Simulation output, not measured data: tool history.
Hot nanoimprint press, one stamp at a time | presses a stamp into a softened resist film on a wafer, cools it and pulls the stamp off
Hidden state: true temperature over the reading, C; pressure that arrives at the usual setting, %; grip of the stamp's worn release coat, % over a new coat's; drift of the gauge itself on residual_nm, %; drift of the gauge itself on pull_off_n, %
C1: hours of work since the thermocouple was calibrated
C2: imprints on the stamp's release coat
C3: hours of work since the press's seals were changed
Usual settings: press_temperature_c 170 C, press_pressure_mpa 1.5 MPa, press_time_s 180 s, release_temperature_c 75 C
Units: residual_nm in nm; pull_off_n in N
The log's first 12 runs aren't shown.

{"day": 12.475, "done": "plate thermocouple calibrated"}
{"run": 13, "day": 12.862, "press_temperature_c": 170, "press_pressure_mpa": 1.73, "press_time_s": 180, "release_temperature_c": 75, "C1": 4, "C2": 753, "C3": 730, "residual_nm": 116.7, "pull_off_n": 270}
{"run": 14, "day": 13.983, "press_temperature_c": 170, "press_pressure_mpa": 1.73, "press_time_s": 180, "release_temperature_c": 75, "C1": 17, "C2": 830, "C3": 743, "residual_nm": 117.4, "pull_off_n": 276}
{"run": 15, "day": 14.958, "press_temperature_c": 164, "press_pressure_mpa": 1.73, "press_time_s": 180, "release_temperature_c": 75, "C1": 28, "C2": 897, "C3": 754, "residual_nm": 149.5, "pull_off_n": 283}
{"run": 16, "day": 16.062, "press_temperature_c": 164, "press_pressure_mpa": 1.73, "press_time_s": 180, "release_temperature_c": 75, "C1": 40, "C2": 973, "C3": 766, "residual_nm": 149, "pull_off_n": 287}
{"run": 17, "day": 17.142, "press_temperature_c": 164, "press_pressure_mpa": 1.73, "press_time_s": 180, "release_temperature_c": 75, "C1": 52, "C2": 1047, "C3": 778, "residual_nm": 150.1, "pull_off_n": 292}
{"run": 18, "day": 18.346, "press_temperature_c": 181, "press_pressure_mpa": 1.73, "press_time_s": 180, "release_temperature_c": 75, "C1": 66, "C2": 1129, "C3": 791, "residual_nm": 68.3, "pull_off_n": 305}
{"run": 19, "day": 19.058, "press_temperature_c": 165, "press_pressure_mpa": 1.33, "press_time_s": 287, "release_temperature_c": 81, "C1": 74, "C2": 1178, "C3": 799, "residual_nm": 138.7, "pull_off_n": 269}
{"run": 20, "day": 20.012, "press_temperature_c": 176, "press_pressure_mpa": 1.5, "press_time_s": 358, "release_temperature_c": 75, "C1": 84, "C2": 1243, "C3": 810, "residual_nm": 71.9, "pull_off_n": 309}
{"day": 21.283, "done": "press's hydraulic seals changed and the load cell set to zero"}
{"run": 21, "day": 21.675, "press_temperature_c": 165, "press_pressure_mpa": 1.5, "press_time_s": 180, "release_temperature_c": 78, "C1": 99, "C2": 1335, "C3": 4, "residual_nm": 148.4, "pull_off_n": 307}
{"run": 22, "day": 22.8, "press_temperature_c": 170, "press_pressure_mpa": 1.05, "press_time_s": 180, "release_temperature_c": 79, "C1": 112, "C2": 1412, "C3": 17, "residual_nm": 137.9, "pull_off_n": 294}
{"run": 23, "day": 23.958, "press_temperature_c": 159, "press_pressure_mpa": 1.15, "press_time_s": 180, "release_temperature_c": 75, "C1": 125, "C2": 1491, "C3": 30, "residual_nm": 181.9, "pull_off_n": 345}
{"run": 24, "day": 24.583, "press_temperature_c": 159, "press_pressure_mpa": 1.15, "press_time_s": 180, "release_temperature_c": 75, "C1": 132, "C2": 1534, "C3": 37, "residual_nm": 180.7, "pull_off_n": 330}
{"run": 25, "day": 25.283, "press_temperature_c": 159, "press_pressure_mpa": 1.15, "press_time_s": 180, "release_temperature_c": 75, "C1": 139, "C2": 1582, "C3": 45, "residual_nm": 180.9, "pull_off_n": 344}
{"run": 26, "day": 26.104, "press_temperature_c": 159, "press_pressure_mpa": 1.34, "press_time_s": 180, "release_temperature_c": 75, "C1": 149, "C2": 1638, "C3": 54, "residual_nm": 178, "pull_off_n": 351}
{"run": 27, "day": 26.921, "press_temperature_c": 170, "press_pressure_mpa": 1.5, "press_time_s": 180, "release_temperature_c": 62, "C1": 158, "C2": 1694, "C3": 63, "residual_nm": 124.1, "pull_off_n": 461}
{"run": 28, "day": 28.133, "press_temperature_c": 173, "press_pressure_mpa": 1.12, "press_time_s": 135, "release_temperature_c": 79, "C1": 171, "C2": 1777, "C3": 77, "residual_nm": 130.7, "pull_off_n": 333}
{"run": 29, "day": 28.888, "press_temperature_c": 161, "press_pressure_mpa": 1.64, "press_time_s": 155, "release_temperature_c": 75, "C1": 180, "C2": 1829, "C3": 85, "residual_nm": 170.7, "pull_off_n": 349}
{"run": 30, "day": 29.579, "press_temperature_c": 170, "press_pressure_mpa": 1.05, "press_time_s": 180, "release_temperature_c": 71, "C1": 187, "C2": 1876, "C3": 93, "residual_nm": 139.4, "pull_off_n": 398}

Forecast each of these 3 alternatives for the next run:
{"run": "A", "day": 30.45, "press_temperature_c": 170, "press_pressure_mpa": 1.5, "press_time_s": 109, "release_temperature_c": 78, "C1": 197, "C2": 1936, "C3": 102, "residual_nm": "?", "pull_off_n": "?"}
{"run": "B", "day": 30.45, "press_temperature_c": 170, "press_pressure_mpa": 1.36, "press_time_s": 131, "release_temperature_c": 65, "C1": 197, "C2": 1936, "C3": 102, "residual_nm": "?", "pull_off_n": "?"}
{"run": "C", "day": 30.45, "press_temperature_c": 164, "press_pressure_mpa": 1.05, "press_time_s": 180, "release_temperature_c": 62, "C1": 197, "C2": 1936, "C3": 102, "residual_nm": "?", "pull_off_n": "?"}

run=A residual_nm=142.3 pull_off_n=347
run=B residual_nm=139.4 pull_off_n=454
run=C residual_nm=166.8 pull_off_n=468
Without the tool's hidden state the same runs would have given:
run=A residual_nm=137.3 pull_off_n=210
run=B residual_nm=134.3 pull_off_n=275
run=C residual_nm=162.7 pull_off_n=285

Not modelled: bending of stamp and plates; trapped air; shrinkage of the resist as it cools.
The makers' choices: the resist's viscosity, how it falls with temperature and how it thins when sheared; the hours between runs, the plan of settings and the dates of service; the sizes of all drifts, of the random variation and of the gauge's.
